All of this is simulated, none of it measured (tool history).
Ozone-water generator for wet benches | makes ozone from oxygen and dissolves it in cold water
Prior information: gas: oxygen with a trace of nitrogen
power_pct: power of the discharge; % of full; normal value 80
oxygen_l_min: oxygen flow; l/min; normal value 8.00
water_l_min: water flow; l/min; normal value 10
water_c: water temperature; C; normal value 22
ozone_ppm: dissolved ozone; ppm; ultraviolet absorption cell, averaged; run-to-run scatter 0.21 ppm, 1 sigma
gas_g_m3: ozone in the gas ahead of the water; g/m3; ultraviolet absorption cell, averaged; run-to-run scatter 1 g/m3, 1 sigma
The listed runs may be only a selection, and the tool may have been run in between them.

| run | hour | power_pct | oxygen_l_min | water_l_min | water_c | ozone_ppm | gas_g_m3 |
|---|---|---|---|---|---|---|---|
| 1 | 0.0 | 80 | 8.00 | 10 | 22 | 30.4 | 176.7 |
| 2 | 19.2 | 80 | 8.00 | 10 | 22 | 30.5 | 177.5 |
| 3 | 43.6 | 80 | 8.00 | 10 | 15 | 36.0 | 178.6 |
| 4 | 61.9 | 80 | 8.00 | 10 | 15 | 35.8 | 179.1 |
| 5 | 90.9 | 80 | 8.00 | 10 | 15 | 35.9 | 177.3 |
| 6 | 125.5 | 80 | 8.00 | 7 | 15 | 42.2 | 179.1 |
| 7 | 149.9 | 80 | 8.00 | 9 | 22 | 32.1 | 177.3 |
| 8 | 175.6 | 80 | 8.00 | 7 | 22 | 35.4 | 176.9 |
| 9 | 202.8 | 80 | 8.00 | 7 | 22 | 35.0 | 176.2 |
| 10 | 227.3 | 80 | 8.00 | 7 | 22 | 35.1 | 177.2 |
|  | 230.0 | water thermometer calibrated |
| 11 | 245.0 | 80 | 8.00 | 7 | 22 | 35.5 | 178.0 |
| 12 | 264.3 | 80 | 8.00 | 7 | 22 | 34.9 | 178.2 |
| 13 | 287.4 | 80 | 8.00 | 7 | 22 | 35.0 | 178.3 |
| 14 | 308.2 | 80 | 8.00 | 7 | 22 | 35.2 | 177.7 |
| 15 | 340.4 | 80 | 8.00 | 7 | 22 | 34.8 | 177.5 |
| 16 | 372.2 | 80 | 8.00 | 7 | 22 | 35.1 | 175.6 |
|  | 381.6 | water thermometer calibrated, once more |
| 17 | 399.5 | 80 | 8.00 | 7 | 22 | 35.5 | 176.1 |
| 18 | 432.0 | 80 | 8.00 | 7 | 22 | 34.8 | 175.0 |
| 19 | 451.7 | 59 | 8.00 | 14 | 22 | 19.7 | 138.4 |
| 20 | 468.1 | 51 | 5.72 | 16 | 23 | 16.3 | 147.0 |
| 21 | 496.9 | 80 | 8.00 | 15 | 18 | 25.9 | 176.8 |
| 22 | 528.5 | 42 | 11.47 | 10 | 22 | 16.1 | 86.7 |
| 23 | 546.7 | 74 | 10.73 | 14 | 16 | 25.2 | 141.8 |
| 24 | 570.4 | 74 | 10.73 | 14 | 16 | 25.3 | 142.2 |
| 25 | 604.5 | 80 | 6.76 | 10 | 22 | 31.3 | 192.1 |
| 26 | 631.3 | 80 | 6.76 | 10 | 22 | 31.1 | 191.3 |
| 27 | 652.2 | 80 | 5.63 | 15 | 18 | 27.2 | 211.0 |
| 28 | 677.0 | 80 | 10.35 | 14 | 18 | 26.1 | 153.9 |
| 29 | 706.1 | 92 | 11.69 | 14 | 22 | 25.9 | 162.9 |
| 30 | 734.3 | 70 | 11.69 | 14 | 17 | 23.0 | 129.7 |
| 31 | 760.5 | 70 | 11.69 | 14 | 17 | 23.0 | 129.7 |
|  | 791.6 | contactor cleaned |
| 32 | 791.6 | 56 | 8.00 | 10 | 22 | 23.2 | 132.7 |
| 33 | 823.2 | 47 | 8.00 | 10 | 22 | 19.9 | 114.6 |

What if the next run were any one of these 3? Each begins from the tool's condition after run 33:
| A | 845.8 | 47 | 7.27 | 10 | 27 | ? | ? |
| B | 845.8 | 80 | 8.00 | 7 | 22 | ? | ? |
| C | 845.8 | 86 | 8.00 | 10 | 29 | ? | ? |

| run | ozone_ppm | gas_g_m3 |
|---|---|---|
| A | 18.2 | 120.5 |
| B | 35.5 | 175.5 |
| C | 27.4 | 187.3 |
What these runs would have given with no unlogged condition in the tool:
| run | ozone_ppm | gas_g_m3 |
|---|---|---|
| A | 18.4 | 121.7 |
| B | 36.1 | 178.3 |
| C | 27.9 | 190.5 |

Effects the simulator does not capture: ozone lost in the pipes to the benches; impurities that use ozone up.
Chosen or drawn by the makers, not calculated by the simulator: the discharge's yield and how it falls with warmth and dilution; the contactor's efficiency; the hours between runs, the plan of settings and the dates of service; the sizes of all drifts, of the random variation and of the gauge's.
